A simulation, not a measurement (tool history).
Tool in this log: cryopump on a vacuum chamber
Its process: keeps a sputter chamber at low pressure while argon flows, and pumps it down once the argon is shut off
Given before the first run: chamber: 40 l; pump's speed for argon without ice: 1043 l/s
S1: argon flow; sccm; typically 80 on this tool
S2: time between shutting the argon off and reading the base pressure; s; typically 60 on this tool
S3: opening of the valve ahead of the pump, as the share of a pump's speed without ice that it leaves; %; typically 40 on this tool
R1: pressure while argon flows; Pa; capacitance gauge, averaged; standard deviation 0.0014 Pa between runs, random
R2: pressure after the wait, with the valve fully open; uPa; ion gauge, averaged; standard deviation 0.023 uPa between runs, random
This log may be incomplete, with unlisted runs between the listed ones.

| run | day | S1 | S2 | S3 | R1 | R2 |
|---|---|---|---|---|---|---|
| 1 | 0.000 | 80 | 60 | 40 | 0.3692 | 2.19 |
| 2 | 3.658 | 80 | 60 | 40 | 0.3703 | 2.29 |
| 3 | 7.942 | 80 | 60 | 40 | 0.3736 | 2.40 |
| 4 | 11.992 | 80 | 60 | 40 | 0.3812 | 2.45 |
| 5 | 14.358 | 80 | 60 | 40 | 0.3795 | 2.51 |
| 6 | 17.575 | 80 | 60 | 40 | 0.3877 | 2.57 |
| 7 | 21.742 | 80 | 60 | 40 | 0.3912 | 2.63 |
| 8 | 24.158 | 80 | 27 | 40 | 0.3951 | 3.35 |
|  | 26.538 | pump warmed up, emptied and cooled again |
| 9 | 27.250 | 80 | 27 | 40 | 0.3307 | 2.63 |
| 10 | 31.833 | 80 | 60 | 40 | 0.3316 | 2.11 |
| 11 | 35.362 | 80 | 60 | 40 | 0.3336 | 2.24 |
| 12 | 38.283 | 71 | 60 | 40 | 0.3005 | 2.15 |
| 13 | 40.425 | 71 | 60 | 40 | 0.2978 | 2.22 |
| 14 | 43.658 | 80 | 60 | 40 | 0.3356 | 2.32 |
| 15 | 47.650 | 80 | 60 | 40 | 0.3418 | 2.33 |
| 16 | 49.804 | 80 | 60 | 40 | 0.3428 | 2.38 |
| 17 | 53.871 | 80 | 60 | 40 | 0.3465 | 2.48 |
| 18 | 56.321 | 80 | 60 | 40 | 0.3501 | 2.55 |
| 19 | 58.954 | 83 | 193 | 47 | 0.3150 | 2.21 |
| 20 | 62.454 | 80 | 37 | 22 | 0.6184 | 2.96 |
| 21 | 65.612 | 80 | 53 | 17 | 0.7895 | 2.75 |
| 22 | 68.267 | 80 | 53 | 17 | 0.8006 | 2.92 |
| 23 | 72.000 | 80 | 53 | 18 | 0.7612 | 3.01 |
| 24 | 76.483 | 80 | 53 | 18 | 0.7630 | 3.08 |
| 25 | 79.562 | 80 | 53 | 18 | 0.7657 | 3.12 |
| 26 | 81.571 | 54 | 56 | 29 | 0.3300 | 3.06 |
| 27 | 85.758 | 54 | 56 | 29 | 0.3363 | 3.18 |
| 28 | 89.504 | 54 | 56 | 29 | 0.3379 | 3.41 |
| 29 | 92.021 | 44 | 60 | 16 | 0.4810 | 3.40 |
| 30 | 95.388 | 44 | 48 | 16 | 0.4797 | 3.64 |
| 31 | 99.196 | 159 | 170 | 16 | 1.7386 | 3.25 |
| 32 | 103.696 | 159 | 170 | 16 | 1.7512 | 3.39 |
| 33 | 105.888 | 73 | 262 | 48 | 0.3142 | 3.32 |
|  | 109.117 | pump warmed up, emptied and cooled again |
| 34 | 110.054 | 107 | 41 | 55 | 0.3247 | 2.98 |

For some of the steps in R1 from one run to the next: how much would appear even if the tool had no hidden state, given the settings, what came in and random variation, and how much remains for the hidden state plus any gauge scatter that the measured result and the result without hidden state don't share?
What the log doesn't record here: pump's speed, % of a pump's without ice; cold plate's temperature, K; leak into the chamber, uPa l/s; drift of the gauge itself on working_pa, %; drift of the gauge itself on base_upa, %.
Run 8 -> 9: pump warmed up, emptied and cooled again. R1 -0.0644 Pa: hidden state -0.0656, all else +0.0012.
Run 25 -> 26: S1 80 -> 54, S2 53 -> 56, S3 18 -> 29. R1 -0.4357 Pa: hidden state -0.0134, all else -0.4223.
Run 30 -> 31: S1 44 -> 159, S2 48 -> 170. R1 +1.2589 Pa: hidden state +0.0964, all else +1.1625.
Run 32 -> 33: S1 159 -> 73, S2 170 -> 262, S3 16 -> 48. R1 -1.4370 Pa: hidden state -0.0735, all else -1.3635.
